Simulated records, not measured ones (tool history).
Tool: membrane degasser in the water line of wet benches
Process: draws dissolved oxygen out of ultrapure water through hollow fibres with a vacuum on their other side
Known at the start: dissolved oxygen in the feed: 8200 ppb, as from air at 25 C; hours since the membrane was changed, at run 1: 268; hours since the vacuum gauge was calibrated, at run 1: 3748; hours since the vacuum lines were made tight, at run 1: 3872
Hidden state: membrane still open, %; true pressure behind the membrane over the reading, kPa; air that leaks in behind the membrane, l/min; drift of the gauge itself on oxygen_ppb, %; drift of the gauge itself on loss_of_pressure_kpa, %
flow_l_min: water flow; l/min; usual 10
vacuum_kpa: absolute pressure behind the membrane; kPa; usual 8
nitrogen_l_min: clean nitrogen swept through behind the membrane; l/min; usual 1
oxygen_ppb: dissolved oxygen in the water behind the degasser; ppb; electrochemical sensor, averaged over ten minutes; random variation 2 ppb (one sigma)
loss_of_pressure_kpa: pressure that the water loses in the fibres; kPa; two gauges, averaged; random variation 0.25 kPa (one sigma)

| run | hour | flow_l_min | vacuum_kpa | nitrogen_l_min | hours since the membrane was changed | hours since the vacuum gauge was calibrated | hours since the vacuum lines were made tight | oxygen_ppb | loss_of_pressure_kpa |
|---|---|---|---|---|---|---|---|---|---|
| 1 | 0 | 10 | 8 | 1 | 268 | 3748 | 3872 | 212.4 | 68.36 |
| 2 | 29 | 10 | 8 | 1 | 297 | 3777 | 3901 | 211.5 | 68.54 |
| 3 | 57.2 | 10 | 8 | 1 | 325 | 3805 | 3930 | 210 | 68.18 |
| 4 | 91.7 | 10 | 8 | 1 | 360 | 3839 | 3964 | 215.9 | 68 |
| 5 | 113.4 | 10 | 8 | 1 | 382 | 3861 | 3986 | 210.1 | 68.23 |
| 6 | 154 | 10 | 8 | 1 | 422 | 3902 | 4026 | 212.9 | 68.31 |
| 7 | 197.2 | 10 | 8 | 1 | 465 | 3945 | 4070 | 211.4 | 68.22 |
| 8 | 243.9 | 10 | 8 | 1 | 512 | 3992 | 4116 | 212.8 | 68.4 |
| 9 | 269.3 | 10 | 8 | 1 | 537 | 4017 | 4142 | 212.1 | 68.05 |
| 10 | 314.5 | 10 | 18.31 | 1 | 583 | 4062 | 4187 | 453.8 | 68.35 |
| 11 | 342.7 | 10 | 16.24 | 1 | 611 | 4091 | 4215 | 402.9 | 68.16 |
| 12 | 366.6 | 10 | 16.24 | 0.53 | 635 | 4114 | 4239 | 629.2 | 67.42 |
| 13 | 387.7 | 10 | 8 | 1 | 656 | 4135 | 4260 | 211.1 | 67.93 |
| 14 | 406.8 | 10 | 8 | 1 | 675 | 4155 | 4279 | 213.3 | 67.96 |
| 15 | 440.8 | 10 | 8 | 1 | 709 | 4189 | 4313 | 212 | 68.22 |
| 16 | 481 | 10 | 8 | 1 | 749 | 4229 | 4353 | 208.1 | 68.23 |
| 17 | 517 | 10 | 5.03 | 1 | 785 | 4265 | 4389 | 142.7 | 67.81 |
| 18 | 557.2 | 10 | 15.98 | 1 | 825 | 4305 | 4430 | 395.8 | 68.5 |
| 19 | 602.4 | 7 | 8 | 1.24 | 871 | 4350 | 4475 | 94.5 | 47.63 |
| 20 | 637.1 | 7 | 8 | 1.29 | 905 | 4385 | 4510 | 92.2 | 47.66 |
| 21 | 665.1 | 13 | 8 | 0.65 | 933 | 4413 | 4538 | 441 | 88.57 |
| 22 | 688.5 | 13 | 8 | 0.65 | 957 | 4436 | 4561 | 438.5 | 88.34 |
| 23 | 712.9 | 11 | 8 | 1.12 | 981 | 4461 | 4585 | 251.6 | 75.16 |
| 24 | 742.7 | 11 | 8 | 1.12 | 1011 | 4491 | 4615 | 244.2 | 74.92 |
| 25 | 783.8 | 7 | 7.6 | 0.46 | 1052 | 4532 | 4656 | 190.1 | 48.19 |
| 26 | 811.4 | 11 | 6.1 | 0.41 | 1080 | 4559 | 4684 | 310.4 | 75.06 |
| 27 | 853.8 | 13 | 6.1 | 0.9 | 1122 | 4602 | 4726 | 325.6 | 88.6 |
| 28 | 889.5 | 12 | 7.38 | 1.64 | 1158 | 4637 | 4762 | 247.3 | 81.81 |
| 29 | 920.9 | 7 | 7.24 | 1.81 | 1189 | 4669 | 4793 | 62.8 | 48.18 |
| 30 | 959.5 | 13 | 8 | 1 | 1228 | 4707 | 4832 | 376.2 | 88.22 |
| 31 | 980 | 13 | 8 | 1 | 1248 | 4728 | 4852 | 378.7 | 89 |
| 32 | 1018.8 | 8 | 13.14 | 0.45 | 1287 | 4767 | 4891 | 446.5 | 55.24 |
| 33 | 1048.1 | 8 | 15.45 | 1.98 | 1316 | 4796 | 4921 | 167.4 | 54.81 |

Forecast each of these 3 alternatives for the next run:
| A | 1074.8 | 6 | 9.23 | 2.25 | 1343 | 4823 | 4947 | ? | ? |
| B | 1074.8 | 8 | 16.38 | 1.95 | 1343 | 4823 | 4947 | ? | ? |
| C | 1074.8 | 14 | 15.45 | 1.95 | 1343 | 4823 | 4947 | ? | ? |

| run | oxygen_ppb | loss_of_pressure_kpa |
|---|---|---|
| A | 55.2 | 41.15 |
| B | 182.1 | 54.76 |
| C | 483 | 95.79 |
Without the tool's hidden state the same runs would have given:
| run | oxygen_ppb | loss_of_pressure_kpa |
|---|---|---|
| A | 47.7 | 40.75 |
| B | 166.6 | 54.23 |
| C | 460.5 | 94.86 |
